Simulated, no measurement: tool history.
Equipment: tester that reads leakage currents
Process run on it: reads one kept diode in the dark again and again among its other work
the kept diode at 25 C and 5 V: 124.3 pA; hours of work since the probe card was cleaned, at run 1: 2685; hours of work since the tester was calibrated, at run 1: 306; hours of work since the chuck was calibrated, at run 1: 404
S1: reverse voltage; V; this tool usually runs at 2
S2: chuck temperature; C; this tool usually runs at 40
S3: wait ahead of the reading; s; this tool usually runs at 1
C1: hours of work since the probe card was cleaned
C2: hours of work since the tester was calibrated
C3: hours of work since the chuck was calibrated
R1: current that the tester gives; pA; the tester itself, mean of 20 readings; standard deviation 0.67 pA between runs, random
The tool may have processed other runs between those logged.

run   hour     S1  S2    S3    C1   C2   C3      R1
  1      0      2  40     1  2685  306  404  207.88
  2   17.1      2  40     1  2694  315  413  208.52
  3   35.7      2  40     1  2703  324  422  208.11
  4   65.1      2  31     1  2717  339  437  109.67
  5   91.8      2  22     1  2731  352  450   56.85
  6  113.7      2  22     1  2742  363  461    56.9
  7  139.6      2  34     1  2755  376  474  134.36
  8  159.9      2  34     1  2765  386  484  133.93
  9    177      2  34     1  2773  395  492  133.76
 10  203.8      2  34     1  2786  408  506  134.03
 11  232.5   3.95  40     1  2801  422  520  299.13
     243.9  -- chuck's temperature calibrated
 12  254.7   3.95  40     1  2811  432    5  334.06
 13  283.1      2  43     1  2825  446   20  277.77
 14  303.8      2  40     1  2835  457   30  225.74
 15    320      2  40     1  2843  465   38   224.5
 16  335.4      2  40     1  2851  472   46  223.58
 17  352.1   3.34  40     1  2859  481   54  299.57
 18  376.4      2  40     1  2871  493   66  223.69
 19  394.3      2  40     1  2880  502   75   223.5
 20  410.6   4.81  40     1  2888  510   83   366.3
 21  430.1   4.81  40     1  2898  519   93  364.99
 22  452.8   4.81  40     1  2909  531  104  365.56
 23  471.8   1.47  39  7.66  2919  540  113  173.73
 24  498.1    4.8  40     1  2932  553  126  362.79
 25  519.4    4.8  40     1  2942  564  137  360.48
 26    550  17.46  40   3.6  2958  579  152  748.19
 27  572.7  17.46  40   3.6  2969  590  164  752.95
 28  604.3  17.46  43   3.6  2985  606  179  914.64
 29  634.3   2.97  29  0.56  2999  621  194  126.49
 30  648.4   1.03  23  0.37  3007  628  201   44.57
 31  678.7  18.38  20     1  3022  643  216  204.49
 32  691.8    2.1  51  3.13  3028  649  223  461.34
 33  712.2    5.4  28  2.47  3038  660  233  164.81
 34  742.9    5.4  28  2.47  3053  675  248  164.43
 35  765.3   3.69  40     1  3065  686  259  304.27
 36  793.4   3.69  40     1  3079  700  273  302.41
 37  814.6    5.5  30  0.59  3089  711  284  190.43
 38  828.7   4.43  29     1  3096  718  291  156.56
 39  855.2   5.02  40     1  3109  731  304  357.18

Here are 5 independent what-if runs from the current tool condition. What would each one return?
  A   880   5.02  28     1  3122  743  316   ?
  B   880   2.51  47  0.56  3122  743  316   ?
  C   880   5.02  55  0.44  3122  743  316   ?
  D   880   5.02  20  7.95  3122  743  316   ?
  E   880  16.55  49  3.23  3122  743  316   ?

run       R1
  A    156.1
  B   387.36
  C   950.93
  D    87.45
  E  1274.96
The same runs, with their run-to-run variation unchanged, on a tool lacking any hidden condition would have given:
run       R1
  A   157.94
  B   409.77
  C  1005.07
  D    84.21
  E  1330.05
